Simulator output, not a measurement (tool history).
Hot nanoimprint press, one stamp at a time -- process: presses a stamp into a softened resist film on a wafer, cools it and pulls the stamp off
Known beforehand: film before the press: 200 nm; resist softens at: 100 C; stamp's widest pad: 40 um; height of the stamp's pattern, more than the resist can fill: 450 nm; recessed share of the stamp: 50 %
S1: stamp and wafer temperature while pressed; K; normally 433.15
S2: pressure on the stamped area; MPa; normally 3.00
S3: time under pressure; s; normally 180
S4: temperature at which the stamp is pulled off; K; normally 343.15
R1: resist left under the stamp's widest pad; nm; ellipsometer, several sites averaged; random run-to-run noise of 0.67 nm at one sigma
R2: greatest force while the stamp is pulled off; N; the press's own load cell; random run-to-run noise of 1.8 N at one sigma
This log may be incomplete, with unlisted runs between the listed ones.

run,hour,S1,S2,S3,S4,R1,R2
1,0.0,433.15,3.00,180,343.15,68.7,103
2,15.8,433.15,3.00,180,342.15,70.1,102
3,36.6,433.15,3.26,180,343.15,66.9,103
4,51.0,433.15,3.26,180,343.15,66.0,105
5,67.2,433.15,3.26,180,343.15,65.7,100
6,89.1,433.15,3.26,180,343.15,66.4,101
7,101.9,433.15,3.00,180,343.15,68.3,104
8,115.9,433.15,3.00,180,343.15,68.1,102
9,132.9,426.15,2.71,161,335.15,97.1,112
10,144.3,426.15,2.71,139,348.15,103.7,101
11,156.0,433.15,2.34,180,349.15,76.1,106
12,169.6,426.15,2.09,124,347.15,116.1,103
13,184.2,436.15,2.93,152,349.15,65.6,102
14,194.2,433.15,3.75,160,345.15,63.7,107
15,204.6,431.15,3.24,93,332.15,91.8,111
16,227.1,438.15,3.29,105,349.15,68.0,106

Below are 3 alternative next runs, each starting from the tool's condition after run 16. Predict each:
A,243.7,433.15,1.84,180,343.15,?,?
B,243.7,438.15,3.44,105,335.15,?,?
C,243.7,432.15,3.29,98,349.15,?,?

run,R1,R2
A,83.4,104
B,66.6,114
C,86.7,101
Without the tool's unlogged condition, the same runs would have read:
run,R1,R2
A,92.2,89
B,73.6,98
C,95.8,87
